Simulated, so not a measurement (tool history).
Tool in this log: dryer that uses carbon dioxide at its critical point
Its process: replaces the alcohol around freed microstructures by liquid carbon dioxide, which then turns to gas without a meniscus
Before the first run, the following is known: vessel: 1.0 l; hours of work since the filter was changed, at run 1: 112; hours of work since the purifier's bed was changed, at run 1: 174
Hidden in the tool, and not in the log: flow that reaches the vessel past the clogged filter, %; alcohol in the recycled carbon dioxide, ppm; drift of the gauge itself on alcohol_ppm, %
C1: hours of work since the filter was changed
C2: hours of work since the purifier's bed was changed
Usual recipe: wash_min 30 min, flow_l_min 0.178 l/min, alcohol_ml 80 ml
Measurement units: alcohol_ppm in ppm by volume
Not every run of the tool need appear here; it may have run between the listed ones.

Run 1, hour 0.0: usual settings; C1 112; C2 174. Result: alcohol_ppm 980 ppm by volume.
Run 2, hour 5.7: usual settings but wash_min 37 min; C1 115; C2 177. Result: alcohol_ppm 364 ppm by volume.
Run 3, hour 14.7: usual settings; C1 119; C2 182. Result: alcohol_ppm 1010 ppm by volume.
Run 4, hour 25.2: usual settings but alcohol_ml 82 ml; C1 125; C2 188. Result: alcohol_ppm 1009 ppm by volume.
Run 5, hour 33.1: usual settings but flow_l_min 0.144 l/min; C1 129; C2 192. Result: alcohol_ppm 2371 ppm by volume.
Run 6, hour 43.9: usual settings but flow_l_min 0.144 l/min; C1 135; C2 197. Result: alcohol_ppm 2332 ppm by volume.
Run 7, hour 50.1: usual settings but flow_l_min 0.144 l/min; C1 138; C2 201. Result: alcohol_ppm 2344 ppm by volume.
Run 8, hour 55.1: usual settings; C1 141; C2 203. Result: alcohol_ppm 1046 ppm by volume.
Run 9, hour 64.8: usual settings; C1 146; C2 208. Result: alcohol_ppm 1072 ppm by volume.
Run 10, hour 73.1: usual settings; C1 150; C2 213. Result: alcohol_ppm 1045 ppm by volume.
Run 11, hour 78.9: usual settings; C1 153; C2 216. Result: alcohol_ppm 1069 ppm by volume.
Run 12, hour 89.7: usual settings; C1 159; C2 221. Result: alcohol_ppm 1067 ppm by volume.
Run 13, hour 97.9: usual settings but wash_min 47 min, flow_l_min 0.249 l/min; C1 163; C2 226. Result: alcohol_ppm 21 ppm by volume.
Run 14, hour 107.7: usual settings but wash_min 22 min, flow_l_min 0.157 l/min, alcohol_ml 58 ml; C1 168; C2 231. Result: alcohol_ppm 3602 ppm by volume.
Run 15, hour 112.2: usual settings but wash_min 23 min, flow_l_min 0.222 l/min, alcohol_ml 56 ml; C1 171; C2 233. Result: alcohol_ppm 930 ppm by volume.
Run 16, hour 122.5: usual settings but wash_min 23 min, flow_l_min 0.201 l/min, alcohol_ml 36 ml; C1 176; C2 239. Result: alcohol_ppm 867 ppm by volume.
Run 17, hour 132.3: usual settings but wash_min 28 min, flow_l_min 0.202 l/min, alcohol_ml 38 ml; C1 181; C2 244. Result: alcohol_ppm 445 ppm by volume.
Run 18, hour 139.4: usual settings but wash_min 42 min, alcohol_ml 85 ml; C1 185; C2 248. Result: alcohol_ppm 239 ppm by volume.
Run 19, hour 146.5: usual settings but wash_min 42 min, flow_l_min 0.208 l/min, alcohol_ml 41 ml; C1 189; C2 251. Result: alcohol_ppm 65 ppm by volume.
Run 20, hour 157.8: usual settings but wash_min 28 min, flow_l_min 0.143 l/min, alcohol_ml 43 ml; C1 195; C2 257. Result: alcohol_ppm 1770 ppm by volume.
Run 21, hour 166.3: usual settings but wash_min 46 min, alcohol_ml 28 ml; C1 199; C2 262. Result: alcohol_ppm 78 ppm by volume.
Run 22, hour 174.6: usual settings but wash_min 46 min, alcohol_ml 28 ml; C1 204; C2 266. Result: alcohol_ppm 76 ppm by volume.

Below are 3 alternative next runs, each starting from the tool's condition after run 22. Predict each:
Run A, hour 184.5: usual settings but alcohol_ml 26 ml; C1 209; C2 271. Result: alcohol_ppm ?.
Run B, hour 184.5: usual settings but wash_min 28 min, alcohol_ml 28 ml; C1 209; C2 271. Result: alcohol_ppm ?.
Run C, hour 184.5: usual settings but wash_min 46 min, flow_l_min 0.152 l/min, alcohol_ml 28 ml; C1 209; C2 271. Result: alcohol_ppm ?.

run  alcohol_ppm
  A          405
  B          565
  C          127
The same runs, with their run-to-run variation unchanged, on a tool lacking any hidden condition would have given:
run  alcohol_ppm
  A          262
  B          382
  C           60

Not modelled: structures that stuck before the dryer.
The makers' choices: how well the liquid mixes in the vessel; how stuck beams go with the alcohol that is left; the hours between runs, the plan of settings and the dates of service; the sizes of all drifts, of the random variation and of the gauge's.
